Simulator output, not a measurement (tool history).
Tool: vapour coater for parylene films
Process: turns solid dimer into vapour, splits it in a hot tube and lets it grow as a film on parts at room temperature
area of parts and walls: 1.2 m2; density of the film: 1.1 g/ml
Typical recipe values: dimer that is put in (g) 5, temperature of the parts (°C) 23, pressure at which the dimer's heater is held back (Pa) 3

| run | hour | dimer that is put in (g) | temperature of the parts (°C) | pressure at which the dimer's heater is held back (Pa) | thickness of the film (µm) |
|---|---|---|---|---|---|
| 1 | 0 | 5 | 23 | 3 | 2.51 |
| 2 | 21.1 | 5 | 23 | 3 | 2.49 |
| 3 | 36.5 | 5 | 27 | 3 | 2.13 |
| 4 | 56.4 | 5 | 22 | 3 | 2.57 |
| 5 | 68.9 | 5 | 16 | 3 | 3.26 |
| 6 | 82 | 5 | 16 | 3 | 3.26 |
| 7 | 107.1 | 5 | 23 | 3 | 2.47 |
| 8 | 134.5 | 5 | 23 | 3 | 2.49 |
| 9 | 155.7 | 5 | 23 | 4.82 | 2.32 |
| 10 | 184.1 | 3 | 23 | 3 | 1.48 |
| 11 | 210.7 | 3 | 23 | 3 | 1.48 |
|  | 216.3 | trap's valve overhauled |
| 12 | 243.1 | 3 | 23 | 3 | 1.44 |
|  | 265.8 | trap's valve overhauled, once more |
| 13 | 269.4 | 3 | 27 | 2.94 | 1.3 |
| 14 | 296.5 | 4 | 16 | 3 | 2.7 |
| 15 | 321.6 | 6 | 30 | 3.09 | 2.29 |
| 16 | 350.6 | 4 | 30 | 3 | 1.53 |
| 17 | 369.5 | 4 | 30 | 3 | 1.52 |
| 18 | 392.4 | 4 | 30 | 3 | 1.53 |
| 19 | 414.6 | 4 | 21 | 2.77 | 2.19 |
| 20 | 443.2 | 3 | 20 | 2.77 | 1.73 |
| 21 | 465.1 | 2 | 24 | 3 | 0.97 |
| 22 | 487.1 | 2 | 24 | 3 | 0.96 |
| 23 | 512.8 | 2 | 23 | 3.4 | 0.99 |
| 24 | 538.8 | 2 | 23 | 3.4 | 0.97 |

3 options for the next run, each taken on its own from the tool as it stands now. Forecast them:
| A | 551.8 | 5 | 22 | 3 | ? |
| B | 551.8 | 3 | 23 | 3 | ? |
| C | 551.8 | 2 | 22 | 4.8 | ? |

| run | thickness of the film (µm) |
|---|---|
| A | 2.59 |
| B | 1.52 |
| C | 0.99 |
With the hidden condition removed and each run's random variation left untouched, the same runs would have given:
| run | thickness of the film (µm) |
|---|---|
| A | 2.61 |
| B | 1.53 |
| C | 0.99 |
